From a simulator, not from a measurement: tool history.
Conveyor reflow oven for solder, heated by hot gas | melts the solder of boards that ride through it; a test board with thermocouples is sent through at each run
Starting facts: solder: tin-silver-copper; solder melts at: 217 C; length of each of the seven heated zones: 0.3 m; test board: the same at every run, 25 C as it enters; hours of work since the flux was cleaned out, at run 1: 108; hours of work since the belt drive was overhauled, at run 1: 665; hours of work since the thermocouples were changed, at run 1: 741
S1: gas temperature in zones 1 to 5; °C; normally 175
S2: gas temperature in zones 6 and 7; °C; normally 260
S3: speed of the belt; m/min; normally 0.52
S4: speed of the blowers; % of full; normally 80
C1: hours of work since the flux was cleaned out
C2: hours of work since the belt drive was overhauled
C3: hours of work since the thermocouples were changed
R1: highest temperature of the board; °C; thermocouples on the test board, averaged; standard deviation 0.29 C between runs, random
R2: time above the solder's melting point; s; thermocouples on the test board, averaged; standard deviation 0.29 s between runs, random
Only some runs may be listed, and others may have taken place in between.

run 1 day=0 | S1=175 S2=260 S3=0.52 S4=80 | C1=108 C2=665 C3=741 | R1=245.3 R2=48.4
run 2 day=0.579 | S1=175 S2=260 S3=0.59 S4=80 | C1=119 C2=676 C3=752 | R1=242.1 R2=39.1
run 3 day=1.208 | S1=175 S2=260 S3=0.52 S4=88 | C1=131 C2=688 C3=764 | R1=246.9 R2=49.9
run 4 day=1.85 | S1=175 S2=260 S3=0.52 S4=55 | C1=143 C2=700 C3=776 | R1=239.3 R2=41.5
run 5 day=2.517 | S1=175 S2=260 S3=0.52 S4=80 | C1=156 C2=713 C3=789 | R1=245.1 R2=48.6
run 6 day=3.008 | S1=175 S2=260 S3=0.52 S4=71 | C1=165 C2=722 C3=798 | R1=243.6 R2=46.2
-- day=4.067 thermocouples of zones 6 and 7 changed
run 7 day=4.071 | S1=175 S2=260 S3=0.52 S4=71 | C1=183 C2=741 C3=0 | R1=244.7 R2=47.3
run 8 day=4.621 | S1=181 S2=260 S3=0.52 S4=71 | C1=194 C2=751 C3=10 | R1=246 R2=50.4
run 9 day=5.596 | S1=181 S2=260 S3=0.52 S4=71 | C1=212 C2=769 C3=29 | R1=245.9 R2=50.7
run 10 day=6.158 | S1=181 S2=260 S3=0.52 S4=71 | C1=223 C2=780 C3=40 | R1=245.5 R2=50.7
run 11 day=6.708 | S1=175 S2=260 S3=0.514 S4=80 | C1=233 C2=791 C3=50 | R1=247.1 R2=49.9
run 12 day=7.467 | S1=189 S2=260 S3=0.52 S4=80 | C1=248 C2=805 C3=64 | R1=249.1 R2=56.2
run 13 day=8.167 | S1=189 S2=260 S3=0.52 S4=80 | C1=261 C2=818 C3=77 | R1=248.2 R2=56.4
run 14 day=8.796 | S1=189 S2=260 S3=0.52 S4=80 | C1=273 C2=830 C3=89 | R1=248.9 R2=56.5
run 15 day=9.55 | S1=175 S2=260 S3=0.52 S4=80 | C1=287 C2=844 C3=104 | R1=246 R2=49
run 16 day=10.433 | S1=175 S2=260 S3=0.52 S4=80 | C1=304 C2=861 C3=120 | R1=246.4 R2=48.8
run 17 day=10.942 | S1=175 S2=260 S3=0.52 S4=80 | C1=313 C2=871 C3=130 | R1=246.9 R2=48.9
-- day=11.317 belt drive overhauled, speed set with a stopwatch
run 18 day=11.529 | S1=161 S2=252 S3=0.578 S4=62 | C1=321 C2=4 C3=138 | R1=227.8 R2=19.4
run 19 day=12.167 | S1=186 S2=268 S3=0.576 S4=56 | C1=333 C2=16 C3=150 | R1=245.3 R2=43.7
run 20 day=12.867 | S1=186 S2=268 S3=0.576 S4=56 | C1=347 C2=29 C3=163 | R1=246 R2=43.4
run 21 day=13.4 | S1=175 S2=260 S3=0.601 S4=80 | C1=357 C2=39 C3=173 | R1=240.7 R2=36.8
run 22 day=13.983 | S1=184 S2=263 S3=0.59 S4=54 | C1=368 C2=50 C3=184 | R1=239.1 R2=35.7
run 23 day=14.85 | S1=175 S2=272 S3=0.52 S4=51 | C1=384 C2=67 C3=201 | R1=247.8 R2=46.9
run 24 day=15.342 | S1=175 S2=272 S3=0.52 S4=51 | C1=393 C2=76 C3=210 | R1=247.4 R2=46.5

Run 25, settings as shown, results not yet in. Your forecast:
run 25 day=16.138 | S1=175 S2=272 S3=0.52 S4=51 | C1=408 C2=91 C3=225 | R1=? R2=?

R1: 247.5 °C
R2: 47.2 s
With the hidden condition absent and the run-to-run variation left alone, this run would have shown R1 249.5 °C, R2 49 s.
